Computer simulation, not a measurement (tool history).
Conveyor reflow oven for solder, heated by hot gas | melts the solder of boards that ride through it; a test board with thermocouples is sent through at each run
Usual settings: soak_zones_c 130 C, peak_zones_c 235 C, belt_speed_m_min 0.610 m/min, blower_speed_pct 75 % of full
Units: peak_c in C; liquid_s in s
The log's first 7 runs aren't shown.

run   hour  soak_zones_c  peak_zones_c  belt_speed_m_min  blower_speed_pct  peak_c  liquid_s
  8   68.3           130           235             0.571                75   220.2      46.8
  9   78.1           130           235             0.686                75   213.4      35.3
 10   90.5           130           235             0.686                75   212.7      34.3
 11  102.5           130           235             0.686                75   213.8      35.2
 12  114.7           130           235             0.610                75   217.3      42.5
 13  129.2           130           235             0.610                75   217.7      42.3
 14  140.8           130           235             0.610                75   218.0      42.2
 15  152.9           130           235             0.610                75   217.5      42.4
 16  160.6           130           235             0.610                80   217.4      42.5
 17  171.0           134           235             0.610                88   221.1      44.8
 18  182.0           143           245             0.716                90   225.4      42.3
     190.4  -- flux residue cleaned out of gas plates and filters
 19  197.3           126           223             0.716                59   196.8      19.0
 20  205.3           139           231             0.665                54   208.3      33.1
 21  211.6           130           238             0.610                76   219.9      43.6
 22  220.1           130           235             0.509                55   218.6      51.7
 23  232.2           135           224             0.610                68   207.9      36.7
 24  245.4           135           224             0.610                68   207.4      36.7
 25  257.1           135           231             0.610                68   213.9      40.9
 26  264.9           135           238             0.610                68   219.6      44.1
 27  276.7           119           235             0.599                85   217.8      41.3
 28  290.0           119           235             0.599                85   217.9      41.6
 29  303.8           130           224             0.529                75   212.4      46.0
 30  310.0           130           224             0.529                75   211.4      46.9
 31  316.2           135           224             0.529                50   208.4      42.9
 32  330.3           135           224             0.529                50   207.4      42.5

Forecast each of these 3 alternatives for the next run:
  A  339.9           135           231             0.529                50       ?         ?
  B  339.9           125           235             0.650                75       ?         ?
  C  339.9           129           248             0.627                75       ?         ?

run  peak_c  liquid_s
  A   213.5      47.4
  B   213.7      35.7
  C   228.1      45.4
Without the tool's hidden state the same runs would have given:
run  peak_c  liquid_s
  A   213.5      47.4
  B   213.8      35.7
  C   228.1      45.4
